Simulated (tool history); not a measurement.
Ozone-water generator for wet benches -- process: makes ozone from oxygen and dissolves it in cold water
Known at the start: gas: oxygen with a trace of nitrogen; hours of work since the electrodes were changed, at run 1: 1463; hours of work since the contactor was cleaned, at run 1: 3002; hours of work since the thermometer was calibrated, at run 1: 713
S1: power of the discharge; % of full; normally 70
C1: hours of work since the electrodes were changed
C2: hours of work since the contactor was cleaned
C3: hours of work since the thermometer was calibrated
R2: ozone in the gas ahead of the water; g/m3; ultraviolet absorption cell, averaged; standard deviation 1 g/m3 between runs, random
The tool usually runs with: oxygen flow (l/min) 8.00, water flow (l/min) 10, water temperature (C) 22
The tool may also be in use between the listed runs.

{"run": 1, "hour": 0.0, "S1": 70, "oxygen flow (l/min)": 8.0, "water flow (l/min)": 10, "water temperature (C)": 22, "C1": 1463, "C2": 3002, "C3": 713, "dissolved ozone (ppm)": 30.9, "R2": 182.0}
{"run": 2, "hour": 44.0, "S1": 52, "oxygen flow (l/min)": 8.0, "water flow (l/min)": 10, "water temperature (C)": 22, "C1": 1495, "C2": 3034, "C3": 745, "dissolved ozone (ppm)": 26.6, "R2": 157.3}
{"run": 3, "hour": 87.4, "S1": 70, "oxygen flow (l/min)": 8.0, "water flow (l/min)": 10, "water temperature (C)": 28, "C1": 1526, "C2": 3065, "C3": 776, "dissolved ozone (ppm)": 27.2, "R2": 182.5}
{"run": 4, "hour": 149.8, "S1": 69, "oxygen flow (l/min)": 8.0, "water flow (l/min)": 10, "water temperature (C)": 28, "C1": 1571, "C2": 3110, "C3": 821, "dissolved ozone (ppm)": 26.7, "R2": 182.1}
{"run": 5, "hour": 188.5, "S1": 69, "oxygen flow (l/min)": 8.0, "water flow (l/min)": 10, "water temperature (C)": 28, "C1": 1599, "C2": 3138, "C3": 848, "dissolved ozone (ppm)": 26.4, "R2": 180.5}
{"run": 6, "hour": 252.5, "S1": 70, "oxygen flow (l/min)": 8.0, "water flow (l/min)": 11, "water temperature (C)": 22, "C1": 1645, "C2": 3184, "C3": 894, "dissolved ozone (ppm)": 29.4, "R2": 180.8}
{"run": 7, "hour": 281.9, "S1": 70, "oxygen flow (l/min)": 8.0, "water flow (l/min)": 11, "water temperature (C)": 22, "C1": 1666, "C2": 3205, "C3": 916, "dissolved ozone (ppm)": 29.7, "R2": 183.1}
{"run": 8, "hour": 331.5, "S1": 70, "oxygen flow (l/min)": 8.0, "water flow (l/min)": 11, "water temperature (C)": 22, "C1": 1702, "C2": 3240, "C3": 951, "dissolved ozone (ppm)": 29.8, "R2": 182.5}
{"run": 9, "hour": 390.6, "S1": 70, "oxygen flow (l/min)": 8.0, "water flow (l/min)": 11, "water temperature (C)": 22, "C1": 1744, "C2": 3283, "C3": 994, "dissolved ozone (ppm)": 29.9, "R2": 180.7}
{"run": 10, "hour": 417.0, "S1": 70, "oxygen flow (l/min)": 4.1, "water flow (l/min)": 11, "water temperature (C)": 22, "C1": 1763, "C2": 3302, "C3": 1013, "dissolved ozone (ppm)": 33.5, "R2": 256.9}
{"run": 11, "hour": 467.2, "S1": 70, "oxygen flow (l/min)": 4.1, "water flow (l/min)": 15, "water temperature (C)": 22, "C1": 1799, "C2": 3338, "C3": 1049, "dissolved ozone (ppm)": 26.8, "R2": 253.3}
{"run": 12, "hour": 500.6, "S1": 70, "oxygen flow (l/min)": 8.0, "water flow (l/min)": 10, "water temperature (C)": 22, "C1": 1823, "C2": 3362, "C3": 1073, "dissolved ozone (ppm)": 31.1, "R2": 181.7}
{"run": 13, "hour": 561.3, "S1": 70, "oxygen flow (l/min)": 8.0, "water flow (l/min)": 10, "water temperature (C)": 22, "C1": 1867, "C2": 3406, "C3": 1116, "dissolved ozone (ppm)": 31.2, "R2": 180.4}
{"run": 14, "hour": 606.6, "S1": 70, "oxygen flow (l/min)": 8.0, "water flow (l/min)": 6, "water temperature (C)": 22, "C1": 1899, "C2": 3438, "C3": 1149, "dissolved ozone (ppm)": 38.2, "R2": 182.8}
{"run": 15, "hour": 635.3, "S1": 70, "oxygen flow (l/min)": 8.0, "water flow (l/min)": 10, "water temperature (C)": 22, "C1": 1920, "C2": 3459, "C3": 1170, "dissolved ozone (ppm)": 30.9, "R2": 179.9}
{"run": 16, "hour": 679.6, "S1": 70, "oxygen flow (l/min)": 8.0, "water flow (l/min)": 10, "water temperature (C)": 22, "C1": 1952, "C2": 3491, "C3": 1201, "dissolved ozone (ppm)": 31.4, "R2": 177.6}
{"run": 17, "hour": 728.5, "S1": 70, "oxygen flow (l/min)": 8.0, "water flow (l/min)": 9, "water temperature (C)": 22, "C1": 1987, "C2": 3526, "C3": 1237, "dissolved ozone (ppm)": 32.9, "R2": 178.4}
{"run": 18, "hour": 778.4, "S1": 49, "oxygen flow (l/min)": 6.08, "water flow (l/min)": 9, "water temperature (C)": 29, "C1": 2023, "C2": 3562, "C3": 1272, "dissolved ozone (ppm)": 24.8, "R2": 169.8}
{"run": 19, "hour": 805.4, "S1": 70, "oxygen flow (l/min)": 9.66, "water flow (l/min)": 7, "water temperature (C)": 22, "C1": 2042, "C2": 3581, "C3": 1292, "dissolved ozone (ppm)": 34.6, "R2": 162.3}
{"run": 20, "hour": 843.1, "S1": 58, "oxygen flow (l/min)": 4.45, "water flow (l/min)": 6, "water temperature (C)": 22, "C1": 2069, "C2": 3608, "C3": 1319, "dissolved ozone (ppm)": 41.6, "R2": 215.7}
{"hour": 864.2, "done": "gauge calibrated"}
{"run": 21, "hour": 898.3, "S1": 46, "oxygen flow (l/min)": 8.0, "water flow (l/min)": 11, "water temperature (C)": 26, "C1": 2109, "C2": 3648, "C3": 1359, "dissolved ozone (ppm)": 21.4, "R2": 146.9}
{"run": 22, "hour": 934.3, "S1": 46, "oxygen flow (l/min)": 10.42, "water flow (l/min)": 10, "water temperature (C)": 26, "C1": 2135, "C2": 3674, "C3": 1384, "dissolved ozone (ppm)": 20.9, "R2": 126.1}
{"run": 23, "hour": 985.0, "S1": 46, "oxygen flow (l/min)": 10.42, "water flow (l/min)": 10, "water temperature (C)": 26, "C1": 2171, "C2": 3710, "C3": 1421, "dissolved ozone (ppm)": 20.9, "R2": 128.6}
{"run": 24, "hour": 1032.8, "S1": 86, "oxygen flow (l/min)": 10.42, "water flow (l/min)": 10, "water temperature (C)": 16, "C1": 2206, "C2": 3745, "C3": 1455, "dissolved ozone (ppm)": 37.2, "R2": 176.6}
{"run": 25, "hour": 1090.6, "S1": 68, "oxygen flow (l/min)": 8.0, "water flow (l/min)": 10, "water temperature (C)": 22, "C1": 2247, "C2": 3786, "C3": 1497, "dissolved ozone (ppm)": 31.0, "R2": 180.2}
{"run": 26, "hour": 1148.0, "S1": 83, "oxygen flow (l/min)": 8.0, "water flow (l/min)": 7, "water temperature (C)": 14, "C1": 2289, "C2": 3827, "C3": 1538, "dissolved ozone (ppm)": 48.8, "R2": 197.9}
{"run": 27, "hour": 1196.3, "S1": 83, "oxygen flow (l/min)": 8.0, "water flow (l/min)": 7, "water temperature (C)": 14, "C1": 2323, "C2": 3862, "C3": 1573, "dissolved ozone (ppm)": 49.0, "R2": 199.3}
{"run": 28, "hour": 1227.5, "S1": 83, "oxygen flow (l/min)": 8.0, "water flow (l/min)": 7, "water temperature (C)": 14, "C1": 2346, "C2": 3884, "C3": 1595, "dissolved ozone (ppm)": 49.1, "R2": 197.6}
{"run": 29, "hour": 1285.1, "S1": 83, "oxygen flow (l/min)": 8.0, "water flow (l/min)": 7, "water temperature (C)": 14, "C1": 2387, "C2": 3926, "C3": 1637, "dissolved ozone (ppm)": 48.9, "R2": 198.8}
{"run": 30, "hour": 1327.3, "S1": 83, "oxygen flow (l/min)": 8.0, "water flow (l/min)": 7, "water temperature (C)": 14, "C1": 2417, "C2": 3956, "C3": 1667, "dissolved ozone (ppm)": 48.8, "R2": 198.1}
{"run": 31, "hour": 1358.1, "S1": 81, "oxygen flow (l/min)": 8.0, "water flow (l/min)": 10, "water temperature (C)": 30, "C1": 2440, "C2": 3978, "C3": 1689, "dissolved ozone (ppm)": 28.1, "R2": 195.9}
{"run": 32, "hour": 1396.1, "S1": 81, "oxygen flow (l/min)": 8.0, "water flow (l/min)": 10, "water temperature (C)": 30, "C1": 2467, "C2": 4006, "C3": 1716, "dissolved ozone (ppm)": 27.5, "R2": 195.6}
{"run": 33, "hour": 1432.3, "S1": 81, "oxygen flow (l/min)": 8.0, "water flow (l/min)": 15, "water temperature (C)": 27, "C1": 2493, "C2": 4032, "C3": 1742, "dissolved ozone (ppm)": 24.4, "R2": 195.0}
{"run": 34, "hour": 1483.9, "S1": 70, "oxygen flow (l/min)": 8.0, "water flow (l/min)": 12, "water temperature (C)": 18, "C1": 2530, "C2": 4069, "C3": 1780, "dissolved ozone (ppm)": 31.1, "R2": 180.5}

What if the next run were any one of these 3? Each begins from the tool's condition after run 34:
{"run": "A", "hour": 1534.0, "S1": 50, "oxygen flow (l/min)": 8.0, "water flow (l/min)": 8, "water temperature (C)": 25, "C1": 2566, "C2": 4105, "C3": 1816, "dissolved ozone (ppm)": "?", "R2": "?"}
{"run": "B", "hour": 1534.0, "S1": 83, "oxygen flow (l/min)": 8.0, "water flow (l/min)": 12, "water temperature (C)": 18, "C1": 2566, "C2": 4105, "C3": 1816, "dissolved ozone (ppm)": "?", "R2": "?"}
{"run": "C", "hour": 1534.0, "S1": 89, "oxygen flow (l/min)": 8.0, "water flow (l/min)": 9, "water temperature (C)": 29, "C1": 2566, "C2": 4105, "C3": 1816, "dissolved ozone (ppm)": "?", "R2": "?"}

run=A dissolved_ozone_(ppm)=26.9 R2=150.0
run=B dissolved_ozone_(ppm)=34.0 R2=197.2
run=C dissolved_ozone_(ppm)=31.4 R2=201.2
Take away the tool's hidden state, keep each run's random variation, and the runs would have read:
run=A dissolved_ozone_(ppm)=26.9 R2=153.5
run=B dissolved_ozone_(ppm)=34.0 R2=201.8
run=C dissolved_ozone_(ppm)=31.4 R2=205.9

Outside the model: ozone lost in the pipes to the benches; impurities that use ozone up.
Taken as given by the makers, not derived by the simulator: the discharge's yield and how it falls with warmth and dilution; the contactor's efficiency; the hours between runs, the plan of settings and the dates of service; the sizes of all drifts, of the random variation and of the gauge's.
